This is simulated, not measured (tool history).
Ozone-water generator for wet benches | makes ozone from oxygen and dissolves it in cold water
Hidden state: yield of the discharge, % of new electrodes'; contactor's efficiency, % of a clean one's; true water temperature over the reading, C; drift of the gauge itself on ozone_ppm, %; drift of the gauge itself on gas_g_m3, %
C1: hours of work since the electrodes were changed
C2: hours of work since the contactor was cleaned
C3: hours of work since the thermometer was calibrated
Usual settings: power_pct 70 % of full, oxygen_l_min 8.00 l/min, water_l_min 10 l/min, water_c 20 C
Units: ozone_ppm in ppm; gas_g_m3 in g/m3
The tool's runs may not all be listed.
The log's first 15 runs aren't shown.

Run 16, hour 523.0: usual settings but water_c 24 C; C1 1329; C2 3304; C3 2844. Result: ozone_ppm 33.2 ppm, gas_g_m3 203.3 g/m3.
Run 17, hour 545.4: usual settings but water_c 24 C; C1 1347; C2 3321; C3 2862. Result: ozone_ppm 33.7 ppm, gas_g_m3 203.7 g/m3.
Run 18, hour 578.4: usual settings but power_pct 73 % of full, oxygen_l_min 7.58 l/min, water_l_min 13 l/min, water_c 26 C; C1 1373; C2 3347; C3 2888. Result: ozone_ppm 29.6 ppm, gas_g_m3 214.6 g/m3.
Run 19, hour 601.2: usual settings but power_pct 73 % of full, oxygen_l_min 10.65 l/min, water_l_min 13 l/min, water_c 26 C; C1 1391; C2 3365; C3 2906. Result: ozone_ppm 28.0 ppm, gas_g_m3 185.4 g/m3.
At hour 622.8: gauge calibrated.
Run 20, hour 630.1: usual settings but water_l_min 9 l/min; C1 1413; C2 3388; C3 2928. Result: ozone_ppm 38.9 ppm, gas_g_m3 208.9 g/m3.
Run 21, hour 661.7: usual settings but water_l_min 9 l/min; C1 1438; C2 3413; C3 2953. Result: ozone_ppm 38.9 ppm, gas_g_m3 208.5 g/m3.
Run 22, hour 706.3: usual settings but power_pct 61 % of full, water_l_min 9 l/min, water_c 14 C; C1 1473; C2 3448; C3 2988. Result: ozone_ppm 40.3 ppm, gas_g_m3 187.6 g/m3.
Run 23, hour 740.7: usual settings but power_pct 63 % of full, oxygen_l_min 4.92 l/min, water_l_min 7 l/min, water_c 14 C; C1 1500; C2 3475; C3 3015. Result: ozone_ppm 49.2 ppm, gas_g_m3 234.2 g/m3.
Run 24, hour 780.4: usual settings but power_pct 77 % of full, water_l_min 8 l/min; C1 1532; C2 3506; C3 3047. Result: ozone_ppm 43.0 ppm, gas_g_m3 221.1 g/m3.
Run 25, hour 816.5: usual settings but power_pct 72 % of full; C1 1560; C2 3535; C3 3075. Result: ozone_ppm 37.6 ppm, gas_g_m3 211.4 g/m3.
Run 26, hour 837.6: usual settings but power_pct 79 % of full, oxygen_l_min 8.91 l/min; C1 1577; C2 3551; C3 3092. Result: ozone_ppm 39.8 ppm, gas_g_m3 216.5 g/m3.
Run 27, hour 873.9: usual settings but power_pct 79 % of full, oxygen_l_min 10.59 l/min, water_c 13 C; C1 1605; C2 3580; C3 3120. Result: ozone_ppm 45.9 ppm, gas_g_m3 202.2 g/m3.
Run 28, hour 901.5: usual settings but power_pct 48 % of full; C1 1627; C2 3602; C3 3142. Result: ozone_ppm 27.9 ppm, gas_g_m3 154.7 g/m3.
Run 29, hour 943.6: usual settings but water_l_min 8 l/min, water_c 21 C; C1 1660; C2 3635; C3 3175. Result: ozone_ppm 39.6 ppm, gas_g_m3 205.5 g/m3.
Run 30, hour 985.2: usual settings but power_pct 49 % of full, water_l_min 16 l/min, water_c 25 C; C1 1693; C2 3668; C3 3208. Result: ozone_ppm 19.9 ppm, gas_g_m3 157.2 g/m3.
Run 31, hour 1015.3: usual settings but oxygen_l_min 9.71 l/min, water_l_min 11 l/min, water_c 15 C; C1 1717; C2 3691; C3 3232. Result: ozone_ppm 38.7 ppm, gas_g_m3 190.6 g/m3.
Run 32, hour 1046.4: usual settings but oxygen_l_min 9.71 l/min, water_l_min 11 l/min, water_c 15 C; C1 1741; C2 3716; C3 3256. Result: ozone_ppm 38.6 ppm, gas_g_m3 190.1 g/m3.
Run 33, hour 1080.0: usual settings but oxygen_l_min 9.71 l/min, water_l_min 11 l/min, water_c 15 C; C1 1768; C2 3742; C3 3283. Result: ozone_ppm 38.8 ppm, gas_g_m3 188.9 g/m3.

Forecast each of these 3 alternatives for the next run:
Run A, hour 1122.7: usual settings but power_pct 60 % of full, oxygen_l_min 6.36 l/min, water_c 15 C; C1 1801; C2 3776; C3 3316. Result: ozone_ppm ?, gas_g_m3 ?.
Run B, hour 1122.7: usual settings but power_pct 86 % of full, oxygen_l_min 4.31 l/min; C1 1801; C2 3776; C3 3316. Result: ozone_ppm ?, gas_g_m3 ?.
Run C, hour 1122.7: usual settings but power_pct 62 % of full, oxygen_l_min 7.99 l/min, water_l_min 16 l/min; C1 1801; C2 3776; C3 3316. Result: ozone_ppm ?, gas_g_m3 ?.

run  ozone_ppm  gas_g_m3
  A       37.8     200.2
  B       45.2     308.5
  C       26.0     186.1
Without the tool's hidden state the same runs would have given:
run  ozone_ppm  gas_g_m3
  A       37.9     205.2
  B       45.3     316.3
  C       26.1     190.7
